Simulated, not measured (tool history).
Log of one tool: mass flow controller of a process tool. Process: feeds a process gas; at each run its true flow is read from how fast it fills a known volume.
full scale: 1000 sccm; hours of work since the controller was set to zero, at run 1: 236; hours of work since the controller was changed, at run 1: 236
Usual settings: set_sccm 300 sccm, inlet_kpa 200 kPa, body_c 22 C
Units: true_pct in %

run,hour,set_sccm,inlet_kpa,body_c,hours of work since the controller was set to zero,hours of work since the controller was changed,true_pct
1,0,300,200,22,236,236,98.61
2,50.3,300,200,22,256,256,98.6
3,94,300,200,22,273,273,98.53
4,166.4,300,200,22,302,302,98.63
5,220.9,306,200,22,323,323,98.66
6,281,306,200,22,347,347,98.65
7,359.7,119,200,22,378,378,97.9
8,434.5,119,200,22,408,408,97.9
9,495.9,560,200,22,432,432,98.84
10,587,560,200,22,468,468,98.96
11,655.3,560,246,22,495,495,98.67
12,725.8,300,200,22,523,523,98.6
13,785.4,300,200,22,547,547,98.56
14,841.8,193,200,22,569,569,98.17
15,889,193,200,22,588,588,98.1
16,961.4,193,200,22,617,617,98.03
17,1004.3,519,272,39,634,634,100.34
18,1079.5,519,272,39,664,664,100.29
19,1134.8,519,261,38,686,686,100.34
20,1226.5,519,261,38,722,722,100.37
21,1300.5,519,261,38,751,751,100.26
22,1338.4,519,215,28,766,766,99.55
23,1395.3,182,192,23,789,789,98.1
24,1452.5,190,269,32,812,812,98.6
25,1525,199,200,31,840,840,98.93
26,1583.8,124,218,30,864,864,98.09
27,1629,124,218,30,882,882,98.05
28,1720,645,250,34,918,918,100.07
29,1800.6,231,162,34,950,950,99.63
30,1848.2,419,204,22,969,969,98.53
31,1917.9,211,241,22,996,996,97.5
32,1976.4,211,241,22,1019,1019,97.51

The same runs without the tool's hidden state, with the same run-to-run variation:
The hidden state here: flow at rest that the sensor doesn't see, % of full scale; true flow over the shown one, %; drift of the gauge itself on true_pct, %.
run,true_pct
1,98.75
2,98.76
3,98.7
4,98.81
5,98.84
6,98.85
7,98.56
8,98.6
9,98.94
10,99.07
11,98.79
12,98.9
13,98.87
14,98.72
15,98.66
16,98.62
17,100.5
18,100.46
19,100.51
20,100.56
21,100.45
22,99.75
23,98.9
24,99.38
25,99.69
26,99.43
27,99.43
28,100.23
29,100.36
30,98.88
31,98.35
32,98.38
